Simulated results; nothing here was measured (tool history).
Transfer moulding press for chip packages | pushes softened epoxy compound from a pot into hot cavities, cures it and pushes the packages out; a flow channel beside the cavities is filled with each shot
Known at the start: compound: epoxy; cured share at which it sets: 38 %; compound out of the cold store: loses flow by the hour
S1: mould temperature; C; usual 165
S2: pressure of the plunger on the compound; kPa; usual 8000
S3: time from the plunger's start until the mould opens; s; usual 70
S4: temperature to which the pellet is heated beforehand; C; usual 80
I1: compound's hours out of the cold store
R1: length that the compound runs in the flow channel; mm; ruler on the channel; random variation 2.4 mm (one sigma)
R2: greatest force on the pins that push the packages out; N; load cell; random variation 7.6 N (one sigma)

| run | day | S1 | S2 | S3 | S4 | I1 | R1 | R2 |
|---|---|---|---|---|---|---|---|---|
| 1 | 0.000 | 165 | 8000 | 70 | 80 | 26.7 | 632 | 334 |
|  | 1.562 | cavities cleaned with cleaning compound and waxed |
|  | 3.033 | cavities cleaned with cleaning compound and waxed |
| 2 | 3.217 | 165 | 8000 | 70 | 80 | 13.4 | 663 | 382 |
|  | 4.612 | cavities cleaned with cleaning compound and waxed |
| 3 | 5.725 | 165 | 8000 | 70 | 80 | 24.0 | 617 | 448 |
|  | 6.221 | cavities cleaned with cleaning compound and waxed |
|  | 6.979 | plunger's sealing rings changed |
|  | 7.767 | cavities cleaned with cleaning compound and waxed |
| 4 | 8.092 | 165 | 8000 | 70 | 84 | 27.3 | 642 | 385 |
|  | 9.225 | cavities cleaned with cleaning compound and waxed |
| 5 | 9.771 | 165 | 8000 | 70 | 80 | 42.3 | 589 | 422 |
|  | 10.842 | cavities cleaned with cleaning compound and waxed |
| 6 | 11.321 | 165 | 8000 | 70 | 80 | 15.7 | 661 | 435 |
|  | 12.204 | mould's thermocouples calibrated |
|  | 12.433 | cavities cleaned with cleaning compound and waxed |
|  | 13.875 | cavities cleaned with cleaning compound and waxed |
| 7 | 14.800 | 165 | 8000 | 70 | 84 | 12.8 | 667 | 445 |
|  | 15.342 | cavities cleaned with cleaning compound and waxed |
|  | 16.925 | cavities cleaned with cleaning compound and waxed |
|  | 17.521 | plunger's sealing rings changed |
| 8 | 17.717 | 165 | 8000 | 70 | 84 | 39.1 | 605 | 401 |
|  | 18.638 | cavities cleaned with cleaning compound and waxed |
|  | 20.117 | cavities cleaned with cleaning compound and waxed |
| 9 | 21.167 | 165 | 8000 | 70 | 84 | 44.9 | 581 | 427 |
|  | 21.692 | cavities cleaned with cleaning compound and waxed |
|  | 23.221 | cavities cleaned with cleaning compound and waxed |
| 10 | 23.221 | 165 | 8000 | 70 | 84 | 30.6 | 615 | 353 |
|  | 24.875 | cavities cleaned with cleaning compound and waxed |
|  | 26.408 | cavities cleaned with cleaning compound and waxed |
| 11 | 26.621 | 165 | 8000 | 70 | 84 | 22.2 | 630 | 379 |
|  | 28.004 | plunger's sealing rings changed |
|  | 28.067 | cavities cleaned with cleaning compound and waxed |
| 12 | 28.621 | 165 | 8000 | 70 | 80 | 28.0 | 639 | 382 |
|  | 29.546 | cavities cleaned with cleaning compound and waxed |
|  | 30.992 | cavities cleaned with cleaning compound and waxed |
| 13 | 31.862 | 165 | 7600 | 70 | 76 | 29.9 | 610 | 430 |
|  | 32.583 | cavities cleaned with cleaning compound and waxed |
|  | 34.104 | cavities cleaned with cleaning compound and waxed |
| 14 | 34.638 | 165 | 7600 | 70 | 76 | 35.6 | 582 | 419 |
|  | 35.696 | cavities cleaned with cleaning compound and waxed |
|  | 37.138 | cavities cleaned with cleaning compound and waxed |
| 15 | 37.988 | 171 | 8000 | 70 | 90 | 37.4 | 576 | 388 |
|  | 38.467 | plunger's sealing rings changed |
|  | 38.800 | cavities cleaned with cleaning compound and waxed |
|  | 40.329 | cavities cleaned with cleaning compound and waxed |
| 16 | 40.658 | 171 | 8000 | 70 | 90 | 25.9 | 631 | 344 |
|  | 41.921 | cavities cleaned with cleaning compound and waxed |
|  | 43.475 | cavities cleaned with cleaning compound and waxed |
| 17 | 43.975 | 171 | 8000 | 70 | 90 | 19.7 | 639 | 341 |
|  | 44.929 | cavities cleaned with cleaning compound and waxed |
| 18 | 45.850 | 162 | 8000 | 89 | 78 | 33.9 | 605 | 404 |
|  | 46.383 | cavities cleaned with cleaning compound and waxed |
|  | 47.879 | cavities cleaned with cleaning compound and waxed |
| 19 | 48.542 | 171 | 8000 | 89 | 78 | 17.7 | 628 | 353 |
|  | 49.188 | plunger's sealing rings changed |
|  | 49.517 | cavities cleaned with cleaning compound and waxed |
| 20 | 50.150 | 171 | 8000 | 89 | 78 | 47.8 | 572 | 351 |
|  | 51.062 | cavities cleaned with cleaning compound and waxed |
|  | 52.492 | cavities cleaned with cleaning compound and waxed |
| 21 | 52.762 | 171 | 8000 | 89 | 78 | 22.4 | 638 | 306 |
|  | 54.046 | cavities cleaned with cleaning compound and waxed |
| 22 | 54.217 | 171 | 8000 | 89 | 78 | 24.5 | 627 | 318 |
|  | 55.758 | cavities cleaned with cleaning compound and waxed |
| 23 | 56.696 | 165 | 6580 | 70 | 79 | 38.3 | 533 | 437 |
|  | 57.371 | cavities cleaned with cleaning compound and waxed |
| 24 | 58.662 | 165 | 6580 | 70 | 79 | 24.2 | 563 | 497 |

3 ways to go on from here, each from the tool as it stands after run 24. What would each give?
|  | 58.962 | cavities cleaned with cleaning compound and waxed |
|  | 59.696 | plunger's sealing rings changed |
|  | 60.775 | cavities cleaned with cleaning compound and waxed |
| A | 62.042 | 165 | 8000 | 101 | 80 | 23.3 | ? | ? |
|  | 58.962 | cavities cleaned with cleaning compound and waxed |
|  | 59.696 | plunger's sealing rings changed |
|  | 60.775 | cavities cleaned with cleaning compound and waxed |
| B | 62.042 | 165 | 6580 | 89 | 87 | 28.4 | ? | ? |
|  | 58.962 | cavities cleaned with cleaning compound and waxed |
|  | 59.696 | plunger's sealing rings changed |
|  | 60.775 | cavities cleaned with cleaning compound and waxed |
| C | 62.042 | 165 | 6560 | 66 | 83 | 36.5 | ? | ? |

| run | R1 | R2 |
|---|---|---|
| A | 649 | 398 |
| B | 573 | 412 |
| C | 552 | 502 |
Without the tool's hidden state the same runs would have given:
| run | R1 | R2 |
|---|---|---|
| A | 655 | 286 |
| B | 579 | 296 |
| C | 557 | 346 |

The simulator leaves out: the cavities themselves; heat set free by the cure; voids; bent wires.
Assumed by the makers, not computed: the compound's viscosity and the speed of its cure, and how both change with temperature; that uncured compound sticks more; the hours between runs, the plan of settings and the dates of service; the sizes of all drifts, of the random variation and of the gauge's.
